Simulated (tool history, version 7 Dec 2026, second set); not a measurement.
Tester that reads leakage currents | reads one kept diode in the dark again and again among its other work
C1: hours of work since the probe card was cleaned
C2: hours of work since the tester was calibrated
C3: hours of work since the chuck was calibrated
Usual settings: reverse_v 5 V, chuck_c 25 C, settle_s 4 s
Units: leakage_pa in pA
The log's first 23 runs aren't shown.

-- hour=3212.1 probe card cleaned and baked
run 24 hour=3233.9 | reverse_v=5 chuck_c=25 settle_s=4 | C1=14 C2=3013 C3=1813 | leakage_pa=132.35
run 25 hour=3399.5 | reverse_v=2.73 chuck_c=39 settle_s=0.67 | C1=118 C2=3118 C3=1918 | leakage_pa=305.25
-- hour=3479.6 chuck's temperature calibrated
run 26 hour=3501 | reverse_v=6.18 chuck_c=30 settle_s=9.77 | C1=181 C2=3181 C3=14 | leakage_pa=211.61
run 27 hour=3622 | reverse_v=2.33 chuck_c=38 settle_s=4 | C1=258 C2=3257 C3=90 | leakage_pa=268.22
run 28 hour=3740.4 | reverse_v=7.01 chuck_c=26 settle_s=4 | C1=333 C2=3332 C3=165 | leakage_pa=163.33
run 29 hour=3848.8 | reverse_v=7.01 chuck_c=26 settle_s=4 | C1=401 C2=3401 C3=233 | leakage_pa=163.89
run 30 hour=3976.4 | reverse_v=7.01 chuck_c=26 settle_s=4 | C1=482 C2=3481 C3=314 | leakage_pa=163.44
run 31 hour=4165 | reverse_v=1.92 chuck_c=53 settle_s=1.91 | C1=601 C2=3600 C3=433 | leakage_pa=706.17
run 32 hour=4337.4 | reverse_v=4.33 chuck_c=50 settle_s=2.7 | C1=710 C2=3709 C3=542 | leakage_pa=781.52
run 33 hour=4416.7 | reverse_v=5.33 chuck_c=45 settle_s=0.43 | C1=760 C2=3759 C3=592 | leakage_pa=601.06
run 34 hour=4532.9 | reverse_v=14.53 chuck_c=45 settle_s=7.26 | C1=833 C2=3833 C3=666 | leakage_pa=877.72
run 35 hour=4712.8 | reverse_v=14.53 chuck_c=38 settle_s=7.42 | C1=947 C2=3947 C3=779 | leakage_pa=531.05
run 36 hour=4905.2 | reverse_v=18.04 chuck_c=38 settle_s=1.1 | C1=1069 C2=4068 C3=901 | leakage_pa=579.94
-- hour=4956.6 probe card cleaned and baked
run 37 hour=5077.6 | reverse_v=18.04 chuck_c=38 settle_s=1.1 | C1=77 C2=4175 C3=1008 | leakage_pa=579.39
run 38 hour=5174.3 | reverse_v=18.04 chuck_c=38 settle_s=1.1 | C1=138 C2=4236 C3=1069 | leakage_pa=578.62

3 ways to go on from here, each from the tool as it stands after run 38. What would each give?
run A hour=5271 | reverse_v=3.53 chuck_c=50 settle_s=1.07 | C1=199 C2=4297 C3=1130 | leakage_pa=?
run B hour=5271 | reverse_v=5 chuck_c=24 settle_s=0.32 | C1=199 C2=4297 C3=1130 | leakage_pa=?
run C hour=5271 | reverse_v=1.71 chuck_c=25 settle_s=6.22 | C1=199 C2=4297 C3=1130 | leakage_pa=?

run=A leakage_pa=726.52
run=B leakage_pa=123.56
run=C leakage_pa=88.42
Without the tool's hidden state the same runs would have given:
run=A leakage_pa=727.04
run=B leakage_pa=123.66
run=C leakage_pa=88.49
